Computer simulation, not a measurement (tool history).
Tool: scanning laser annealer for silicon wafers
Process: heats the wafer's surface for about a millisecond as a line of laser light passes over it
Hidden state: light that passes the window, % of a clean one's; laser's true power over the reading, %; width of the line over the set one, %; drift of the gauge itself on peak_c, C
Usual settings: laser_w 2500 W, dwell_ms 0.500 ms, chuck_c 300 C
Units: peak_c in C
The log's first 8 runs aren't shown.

run   hour  laser_w  dwell_ms  chuck_c  hours of work since the window was cleaned  hours of work since the power meter was calibrated  hours of work since the optics were aligned  peak_c
  9  129.2     2500     0.573      300                                         128                                                  82                                          400    1085
 10  139.1     2500     0.557      300                                         132                                                  86                                          404    1072
 11  150.5     2500     0.557      300                                         137                                                  91                                          409    1071
 12  169.2     2500     0.500      300                                         145                                                  99                                          417    1023
 13  181.5     2500     0.500      300                                         150                                                 104                                          422    1026
 14  191.6     2500     0.500      300                                         154                                                 108                                          426    1022
 15  203.2     2500     0.500      300                                         159                                                 113                                          431    1026
 16  217.1     2556     0.517      275                                         165                                                 119                                          437    1033

Forecast run 17:
 17  228.4     2660     0.517      260                                         170                                                 124                                          442       ?

peak_c: 1054 C
Without the tool's hidden state the same run would have given peak_c 1066 C.

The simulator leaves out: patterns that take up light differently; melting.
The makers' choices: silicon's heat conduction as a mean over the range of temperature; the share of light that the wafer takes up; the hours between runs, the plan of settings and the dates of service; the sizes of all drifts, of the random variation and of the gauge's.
